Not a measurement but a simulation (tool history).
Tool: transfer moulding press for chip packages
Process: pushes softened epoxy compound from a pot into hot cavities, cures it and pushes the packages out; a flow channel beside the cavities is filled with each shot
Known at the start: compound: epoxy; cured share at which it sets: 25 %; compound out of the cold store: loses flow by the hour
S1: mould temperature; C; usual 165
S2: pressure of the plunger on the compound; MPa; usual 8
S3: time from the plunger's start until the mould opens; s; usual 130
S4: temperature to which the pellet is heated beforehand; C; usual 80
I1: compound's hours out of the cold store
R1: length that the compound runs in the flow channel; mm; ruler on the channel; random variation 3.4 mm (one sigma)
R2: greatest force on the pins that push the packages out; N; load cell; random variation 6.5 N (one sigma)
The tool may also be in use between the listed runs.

run	hour	S1	S2	S3	S4	I1	R1	R2
1	0	165	8	130	80	22	545	290
2	47	165	8	130	80	31.9	508	264
3	121.5	165	6.48	130	80	22.1	513	317
4	194.9	165	8.61	130	80	23.3	581	361
5	266.5	165	8.61	130	80	9.9	616	322
6	313.3	165	8	150	80	21.9	550	257
7	370.5	165	8	150	80	37	503	248
8	427	165	8	150	80	10.7	582	282
9	509.3	165	8	150	80	15.5	554	225
10	579.9	166	8	150	80	33.2	499	259
11	619.4	165	8	130	80	11.9	601	288
12	673.8	165	8	130	80	16.1	589	314
13	720.9	165	8	130	80	43.4	493	263
14	756.2	161	8	130	78	12.1	604	499
15	812.8	161	8	130	78	41.1	509	464
16	850.7	165	9.17	136	80	10.2	634	350
17	935.2	165	9.17	136	80	34.3	542	274
18	995	165	9.17	136	80	14.8	605	311
19	1052.8	166	9.74	149	84	31	558	281
20	1137.5	166	9.74	149	84	16.2	642	226
21	1214.9	163	8	144	80	9.3	614	320
22	1288.5	165	9.57	130	76	37.1	561	385
23	1325.6	164	6.92	115	71	34	484	453
24	1369.7	164	9.15	143	71	13.2	623	317
25	1453.7	163	6.37	130	76	17.6	500	351
26	1509.4	165	9.76	119	75	17.6	614	370

Not shown: 35 entries that the log had between the listed runs. Between which runs, and how does the tool's hidden state differ before and after?
Between runs 1 and 2: mould's thermocouples calibrated (hour 43.7); cavities cleaned with cleaning compound and waxed (hour 45.2)
  true mould temperature over the reading, C: -0.1 -> 0.21; pressure that reaches the compound, % of what is set: 91.07 -> 89.89; grip of the stained cavities, % over clean ones': 12.9 -> 3.4
  measured less the result without the state, R1: -26 -> -28 mm; R2: +35 -> +6 N
Between runs 2 and 3: cavities cleaned with cleaning compound and waxed (hour 96.5); plunger's sealing rings changed (hour 121.5)
  true mould temperature over the reading, C: 0.21 -> 0.16; pressure that reaches the compound, % of what is set: 89.89 -> 99.55; grip of the stained cavities, % over clean ones': 3.4 -> 29.5
  measured less the result without the state, R1: -28 -> -2 mm; R2: +6 -> +70 N
Between runs 3 and 4: cavities cleaned with cleaning compound and waxed (hour 152.6)
  true mould temperature over the reading, C: 0.16 -> 0.11; pressure that reaches the compound, % of what is set: 99.55 -> 97.59; grip of the stained cavities, % over clean ones': 29.5 -> 44.3
  measured less the result without the state, R1: -2 -> -8 mm; R2: +70 -> +111 N
Between runs 4 and 5: cavities cleaned with cleaning compound and waxed (hour 203.6); cavities cleaned with cleaning compound and waxed (hour 253.5)
  true mould temperature over the reading, C: 0.11 -> 0.07; pressure that reaches the compound, % of what is set: 97.59 -> 95.81; grip of the stained cavities, % over clean ones': 44.3 -> 18.6
  measured less the result without the state, R1: -8 -> -14 mm; R2: +111 -> +49 N
Between runs 5 and 6: cavities cleaned with cleaning compound and waxed (hour 307)
  true mould temperature over the reading, C: 0.07 -> 0.04; pressure that reaches the compound, % of what is set: 95.81 -> 94.56; grip of the stained cavities, % over clean ones': 18.6 -> 11.7
  measured less the result without the state, R1: -14 -> -16 mm; R2: +49 -> +27 N
Between runs 6 and 7: cavities cleaned with cleaning compound and waxed (hour 357.5)
  true mould temperature over the reading, C: 0.04 -> 0.01; pressure that reaches the compound, % of what is set: 94.56 -> 93.14; grip of the stained cavities, % over clean ones': 11.7 -> 16.4
  measured less the result without the state, R1: -16 -> -19 mm; R2: +27 -> +35 N
Between runs 7 and 8: cavities cleaned with cleaning compound and waxed (hour 407.3)
  true mould temperature over the reading, C: 0.01 -> -0.02; pressure that reaches the compound, % of what is set: 93.14 -> 91.67; grip of the stained cavities, % over clean ones': 16.4 -> 25.4
  measured less the result without the state, R1: -19 -> -26 mm; R2: +35 -> +57 N
Between runs 8 and 9: cavities cleaned with cleaning compound and waxed (hour 458.5); cavities cleaned with cleaning compound and waxed (hour 509.3)
  true mould temperature over the reading, C: -0.02 -> -0.07; pressure that reaches the compound, % of what is set: 91.67 -> 89.82; grip of the stained cavities, % over clean ones': 25.4 -> 1.1
  measured less the result without the state, R1: -26 -> -30 mm; R2: +57 -> +3 N
Between runs 9 and 10: cavities cleaned with cleaning compound and waxed (hour 559.1)
  true mould temperature over the reading, C: -0.07 -> -0.11; pressure that reaches the compound, % of what is set: 89.82 -> 87.96; grip of the stained cavities, % over clean ones': 1.1 -> 27.8
  measured less the result without the state, R1: -30 -> -32 mm; R2: +3 -> +58 N
Between runs 10 and 11: cavities cleaned with cleaning compound and waxed (hour 610.4); plunger's sealing rings changed (hour 618.3)
  true mould temperature over the reading, C: -0.11 -> -0.14; pressure that reaches the compound, % of what is set: 87.96 -> 99.18; grip of the stained cavities, % over clean ones': 27.8 -> 9.3
  measured less the result without the state, R1: -32 -> -2 mm; R2: +58 -> +26 N
Between runs 11 and 12: mould's thermocouples calibrated (hour 625.3); cavities cleaned with cleaning compound and waxed (hour 663.9)
  true mould temperature over the reading, C: -0.14 -> -0.41; pressure that reaches the compound, % of what is set: 99.18 -> 97.81; grip of the stained cavities, % over clean ones': 9.3 -> 17
  measured less the result without the state, R1: -2 -> -5 mm; R2: +26 -> +53 N
Between runs 12 and 13: cavities cleaned with cleaning compound and waxed (hour 718.5)
  true mould temperature over the reading, C: -0.41 -> -0.44; pressure that reaches the compound, % of what is set: 97.81 -> 96.61; grip of the stained cavities, % over clean ones': 17 -> 3.3
  measured less the result without the state, R1: -5 -> -7 mm; R2: +53 -> +13 N
Between runs 14 and 15: cavities cleaned with cleaning compound and waxed (hour 768.9)
  true mould temperature over the reading, C: -0.46 -> -0.49; pressure that reaches the compound, % of what is set: 95.67 -> 94.26; grip of the stained cavities, % over clean ones': 41.4 -> 43.8
  measured less the result without the state, R1: -12 -> -14 mm; R2: +157 -> +152 N
Between runs 15 and 16: cavities cleaned with cleaning compound and waxed (hour 821.5)
  true mould temperature over the reading, C: -0.49 -> -0.51; pressure that reaches the compound, % of what is set: 94.26 -> 93.29; grip of the stained cavities, % over clean ones': 43.8 -> 36.5
  measured less the result without the state, R1: -14 -> -21 mm; R2: +152 -> +101 N
Between runs 16 and 17: cavities cleaned with cleaning compound and waxed (hour 876.3); cavities cleaned with cleaning compound and waxed (hour 926.2)
  true mould temperature over the reading, C: -0.51 -> -0.57; pressure that reaches the compound, % of what is set: 93.29 -> 91.29; grip of the stained cavities, % over clean ones': 36.5 -> 15.9
  measured less the result without the state, R1: -21 -> -24 mm; R2: +101 -> +43 N
Between runs 17 and 18: cavities cleaned with cleaning compound and waxed (hour 979.1)
  true mould temperature over the reading, C: -0.57 -> -0.61; pressure that reaches the compound, % of what is set: 91.29 -> 89.82; grip of the stained cavities, % over clean ones': 15.9 -> 21
  measured less the result without the state, R1: -24 -> -31 mm; R2: +43 -> +61 N
Between runs 18 and 19: cavities cleaned with cleaning compound and waxed (hour 1030.3)
  true mould temperature over the reading, C: -0.61 -> -0.64; pressure that reaches the compound, % of what is set: 89.82 -> 88.3; grip of the stained cavities, % over clean ones': 21 -> 29.8
  measured less the result without the state, R1: -31 -> -35 mm; R2: +61 -> +68 N
Between runs 19 and 20: cavities cleaned with cleaning compound and waxed (hour 1083.4); plunger's sealing rings changed (hour 1114.7); cavities cleaned with cleaning compound and waxed (hour 1137.5)
  true mould temperature over the reading, C: -0.64 -> -0.69; pressure that reaches the compound, % of what is set: 88.3 -> 99.04; grip of the stained cavities, % over clean ones': 29.8 -> 2.4
  measured less the result without the state, R1: -35 -> -1 mm; R2: +68 -> +9 N
Between runs 20 and 21: cavities cleaned with cleaning compound and waxed (hour 1190.5); mould's thermocouples calibrated (hour 1207.8)
  true mould temperature over the reading, C: -0.69 -> -0.08; pressure that reaches the compound, % of what is set: 99.04 -> 97.24; grip of the stained cavities, % over clean ones': 2.4 -> 28.8
  measured less the result without the state, R1: -1 -> -9 mm; R2: +9 -> +72 N
Between runs 21 and 22: cavities cleaned with cleaning compound and waxed (hour 1243.4)
  true mould temperature over the reading, C: -0.08 -> -0.12; pressure that reaches the compound, % of what is set: 97.24 -> 95.33; grip of the stained cavities, % over clean ones': 28.8 -> 48.5
  measured less the result without the state, R1: -9 -> -13 mm; R2: +72 -> +124 N
Between runs 22 and 23: cavities cleaned with cleaning compound and waxed (hour 1293.7)
  true mould temperature over the reading, C: -0.12 -> -0.15; pressure that reaches the compound, % of what is set: 95.33 -> 94.48; grip of the stained cavities, % over clean ones': 48.5 -> 38.1
  measured less the result without the state, R1: -13 -> -13 mm; R2: +124 -> +129 N
Between runs 23 and 24: cavities cleaned with cleaning compound and waxed (hour 1343)
  true mould temperature over the reading, C: -0.15 -> -0.17; pressure that reaches the compound, % of what is set: 94.48 -> 93.37; grip of the stained cavities, % over clean ones': 38.1 -> 33.3
  measured less the result without the state, R1: -13 -> -21 mm; R2: +129 -> +81 N
Between runs 24 and 25: cavities cleaned with cleaning compound and waxed (hour 1395.7); cavities cleaned with cleaning compound and waxed (hour 1448.9)
  true mould temperature over the reading, C: -0.17 -> -0.22; pressure that reaches the compound, % of what is set: 93.37 -> 91.04; grip of the stained cavities, % over clean ones': 33.3 -> 12.1
  measured less the result without the state, R1: -21 -> -23 mm; R2: +81 -> +43 N
Between runs 25 and 26: cavities cleaned with cleaning compound and waxed (hour 1497.9)
  true mould temperature over the reading, C: -0.22 -> -0.25; pressure that reaches the compound, % of what is set: 91.04 -> 89.69; grip of the stained cavities, % over clean ones': 12.1 -> 17.3
  measured less the result without the state, R1: -23 -> -33 mm; R2: +43 -> +59 N

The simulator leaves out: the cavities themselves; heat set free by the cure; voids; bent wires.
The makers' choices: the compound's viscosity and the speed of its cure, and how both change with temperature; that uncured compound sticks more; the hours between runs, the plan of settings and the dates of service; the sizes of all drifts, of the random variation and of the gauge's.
